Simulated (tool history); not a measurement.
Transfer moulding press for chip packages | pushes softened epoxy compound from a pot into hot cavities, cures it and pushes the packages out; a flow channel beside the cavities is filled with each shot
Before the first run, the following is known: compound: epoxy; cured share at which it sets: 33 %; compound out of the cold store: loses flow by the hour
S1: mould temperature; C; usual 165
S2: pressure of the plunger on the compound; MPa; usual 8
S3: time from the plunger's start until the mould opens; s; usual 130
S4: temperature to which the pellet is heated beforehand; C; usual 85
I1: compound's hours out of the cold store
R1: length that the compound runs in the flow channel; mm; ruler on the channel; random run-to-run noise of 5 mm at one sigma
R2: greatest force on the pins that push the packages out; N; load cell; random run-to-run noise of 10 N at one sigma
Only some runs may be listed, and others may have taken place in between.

run,hour,S1,S2,S3,S4,I1,R1,R2
1,0,165,8,130,85,22.9,634,547
2,9.9,165,8,130,85,33.7,634,588
3,21.3,165,8,155,85,13.2,651,535
4,36.9,165,8,155,85,27.4,639,547
5,51.1,165,8,130,85,30.5,624,623
6,66,165,9.3,130,85,38.5,665,650
7,82.5,165,9.3,130,85,14.4,696,683
# hour 85.9: cavities cleaned with cleaning compound and waxed
8,106.9,165,9.3,130,85,14.2,699,514
9,128.6,165,9.3,130,85,21.5,678,551
10,141.3,165,9.3,130,85,11.8,695,586
11,162,165,9.3,130,85,19.4,693,634
# hour 174.5: plunger's sealing rings changed
12,176.2,165,8,137,85,39.7,648,588
13,196.7,165,8,130,85,12.8,666,656
# hour 206.5: cavities cleaned with cleaning compound and waxed
14,217.4,165,8,130,85,28.3,649,495
15,236.9,165,8,130,85,12.2,673,564
16,256,163,8,148,85,46.1,630,534
17,270,163,8,148,85,33.6,641,578
18,292.8,165,8.01,130,83,25.8,647,651
19,303.6,165,9.83,130,88,44.4,674,630
# hour 325.4: cavities cleaned with cleaning compound and waxed
20,327.4,165,9.83,133,85,30.9,707,451
21,348.4,171,8.93,130,83,44.6,638,467
22,369.8,160,8,130,85,34.8,638,777
23,379.7,165,9.8,167,85,11.7,736,506
24,391.7,165,9.16,130,90,40.2,662,590
25,407.2,165,9.16,130,90,44.6,663,636
26,429,169,6.75,143,77,14.8,595,582
# hour 443.4: cavities cleaned with cleaning compound and waxed
# hour 450.8: mould's thermocouples calibrated
27,455.4,168,8.89,114,95,10.7,681,481
28,467.5,168,8.89,114,95,11.6,675,515

Consider 5 possible next runs. They are alternatives, not a sequence: every one starts from the tool as it was left by run 28. What does each give?
A,480.9,160,8,130,85,35.6,?,?
B,480.9,165,8.95,119,85,20.6,?,?
C,480.9,166,6.94,131,85,13.6,?,?
D,480.9,172,9.9,114,86,33.8,?,?
E,480.9,168,8.89,114,95,15.6,?,?

run,R1,R2
A,638,701
B,670,617
C,596,519
D,671,487
E,671,520
Had the tool no hidden state, the same runs would have come out as:
run,R1,R2
A,664,609
B,697,534
C,620,446
D,697,417
E,697,448

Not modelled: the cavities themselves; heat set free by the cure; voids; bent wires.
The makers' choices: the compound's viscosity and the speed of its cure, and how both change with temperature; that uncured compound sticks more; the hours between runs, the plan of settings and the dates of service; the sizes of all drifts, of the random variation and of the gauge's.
